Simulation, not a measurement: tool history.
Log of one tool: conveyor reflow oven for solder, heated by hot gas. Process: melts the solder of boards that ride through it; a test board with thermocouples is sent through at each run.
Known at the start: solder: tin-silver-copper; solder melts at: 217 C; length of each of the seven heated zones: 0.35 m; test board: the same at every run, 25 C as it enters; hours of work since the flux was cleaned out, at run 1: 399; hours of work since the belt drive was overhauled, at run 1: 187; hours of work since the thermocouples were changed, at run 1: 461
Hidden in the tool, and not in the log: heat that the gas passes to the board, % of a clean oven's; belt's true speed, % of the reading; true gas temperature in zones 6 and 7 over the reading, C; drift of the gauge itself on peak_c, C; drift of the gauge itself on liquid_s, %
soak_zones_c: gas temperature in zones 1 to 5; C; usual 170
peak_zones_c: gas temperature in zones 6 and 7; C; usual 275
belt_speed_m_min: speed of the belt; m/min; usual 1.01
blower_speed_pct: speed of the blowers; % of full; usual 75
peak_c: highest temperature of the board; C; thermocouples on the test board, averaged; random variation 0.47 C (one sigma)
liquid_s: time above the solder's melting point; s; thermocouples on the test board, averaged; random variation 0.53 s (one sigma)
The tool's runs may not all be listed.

| run | day | soak_zones_c | peak_zones_c | belt_speed_m_min | blower_speed_pct | hours of work since the flux was cleaned out | hours of work since the belt drive was overhauled | hours of work since the thermocouples were changed | peak_c | liquid_s |
|---|---|---|---|---|---|---|---|---|---|---|
| 1 | 0.000 | 170 | 275 | 1.01 | 75 | 399 | 187 | 461 | 248.8 | 29.2 |
| 2 | 3.571 | 170 | 275 | 1.01 | 75 | 448 | 236 | 511 | 248.4 | 26.9 |
|  | 4.371 | flux residue cleaned out of gas plates and filters |
| 3 | 6.375 | 170 | 269 | 1.01 | 75 | 28 | 272 | 547 | 237.7 | 21.6 |
| 4 | 8.988 | 170 | 275 | 1.01 | 75 | 64 | 308 | 583 | 242.9 | 24.0 |
|  | 10.617 | flux residue cleaned out of gas plates and filters, once more |
| 5 | 12.371 | 170 | 275 | 1.01 | 75 | 24 | 352 | 626 | 254.4 | 30.8 |
| 6 | 15.621 | 170 | 275 | 1.01 | 75 | 69 | 396 | 671 | 253.0 | 31.9 |
| 7 | 19.246 | 170 | 275 | 1.01 | 75 | 119 | 447 | 721 | 252.6 | 31.1 |
|  | 22.600 | thermocouples of zones 6 and 7 changed |
| 8 | 23.354 | 170 | 275 | 1.01 | 75 | 175 | 502 | 10 | 253.9 | 29.7 |
| 9 | 26.450 | 170 | 275 | 1.01 | 75 | 217 | 545 | 53 | 252.7 | 30.9 |
| 10 | 30.008 | 170 | 275 | 1.01 | 75 | 266 | 594 | 102 | 251.8 | 29.2 |
| 11 | 31.946 | 170 | 275 | 1.01 | 75 | 293 | 621 | 129 | 251.7 | 29.5 |
| 12 | 34.388 | 170 | 275 | 1.01 | 75 | 327 | 654 | 163 | 250.5 | 29.3 |
| 13 | 37.354 | 170 | 275 | 0.82 | 75 | 368 | 695 | 204 | 257.9 | 40.1 |
| 14 | 40.796 | 170 | 275 | 1.15 | 75 | 415 | 743 | 251 | 243.9 | 21.8 |
| 15 | 42.608 | 170 | 275 | 1.15 | 75 | 440 | 768 | 276 | 243.8 | 22.2 |

The next listed run, before its measurement:
|  | 43.846 | flux residue cleaned out of gas plates and filters |
| 16 | 46.025 | 174 | 288 | 1.00 | 87 | 30 | 812 | 320 | ? | ? |

Run 16 gave peak_c 269.2 C, liquid_s 37.9 s.
Without the tool's hidden state the same run would have given peak_c 270.3 C, liquid_s 37.5 s.
